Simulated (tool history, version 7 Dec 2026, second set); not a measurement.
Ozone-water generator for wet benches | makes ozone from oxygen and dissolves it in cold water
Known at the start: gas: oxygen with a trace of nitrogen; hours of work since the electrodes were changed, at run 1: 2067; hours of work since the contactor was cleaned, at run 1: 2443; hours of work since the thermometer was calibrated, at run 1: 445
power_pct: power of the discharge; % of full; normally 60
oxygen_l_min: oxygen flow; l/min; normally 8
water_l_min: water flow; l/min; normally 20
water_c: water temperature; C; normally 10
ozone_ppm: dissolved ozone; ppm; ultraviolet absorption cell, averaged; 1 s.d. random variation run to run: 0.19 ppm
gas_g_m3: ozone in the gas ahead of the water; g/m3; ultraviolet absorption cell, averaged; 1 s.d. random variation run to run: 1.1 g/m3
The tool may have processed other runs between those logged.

run	hour	power_pct	oxygen_l_min	water_l_min	water_c	hours of work since the electrodes were changed	hours of work since the contactor was cleaned	hours of work since the thermometer was calibrated	ozone_ppm	gas_g_m3
1	0	60	8	20	10	2067	2443	445	25.4	183.9
2	59.6	60	6.67	20	10	2112	2488	490	25.6	200.4
3	109.2	60	6.67	20	10	2149	2525	527	25.6	200.9
4	149.1	60	8	20	10	2179	2555	557	25.5	183.6
5	212.2	85	8	20	10	2226	2602	605	31.8	230.2
6	270.2	60	8	20	10	2270	2646	648	25.3	180.2
7	329.3	60	8	20	10	2314	2690	692	25.3	181.7
8	363.8	60	8	20	10	2340	2716	718	25.5	181.2
9	438.1	60	8	20	10	2396	2771	774	25.6	182.2
10	486	60	8	20	10	2431	2807	810	25.2	181.3
11	538	60	8	20	6	2470	2846	849	26.6	181.9
12	609.2	60	8	20	10	2524	2900	902	25	180.9
13	643.7	60	8	20	10	2550	2926	928	25.1	180.7
# hour 651.7: contactor cleaned
14	684.4	60	8	20	10	2577	24	956	25	179.2
15	739.7	60	8	20	10	2619	66	997	24.9	180
16	806.4	57	8	20	10	2669	116	1047	23.9	174.7
17	850.4	57	8	20	10	2702	149	1080	23.7	174.3
# hour 858.9: contactor cleaned, once more
18	892.3	53	8	13	10	2730	25	1108	32.1	166.4
19	941.4	90	4.57	19	6	2767	62	1145	35.1	314.2
20	1005.7	90	4.57	19	6	2815	110	1193	35.2	310.6
21	1066.2	60	7.28	20	16	2860	155	1239	23.2	187.9
22	1132.9	60	7.28	20	16	2910	205	1289	22.9	187.3
23	1172.2	60	7.28	20	16	2940	235	1318	22.8	187.6
24	1235.1	60	6.52	18	16	2987	282	1365	24.8	196.8
25	1303.3	60	6.63	20	10	3038	333	1417	25.2	197.1
26	1345.4	93	8.69	20	9	3070	365	1448	33.5	226.6
27	1416	42	8.69	12	9	3123	418	1501	28.9	134.7
28	1449.7	42	8.69	15	9	3148	443	1526	25.4	135
29	1493.6	42	8.69	15	9	3181	476	1559	25.2	134.8
30	1544.8	52	8.9	18	7	3219	514	1598	25.9	151.2
31	1599.8	72	6.45	22	14	3261	556	1639	24.5	222.3

3 ways to go on from here, each from the tool as it stands after run 31. What would each give?
A	1635.1	72	6.45	22	7	3287	582	1665	?	?
B	1635.1	72	10.76	22	14	3287	582	1665	?	?
C	1635.1	72	11.06	22	14	3287	582	1665	?	?

run	ozone_ppm	gas_g_m3
A	26.9	222
B	23.8	167.3
C	23.6	166.7
Stripped of hidden state, with their random variation kept, the same runs would have yielded:
run	ozone_ppm	gas_g_m3
A	30.4	248.2
B	26.9	187.1
C	26.7	186.5
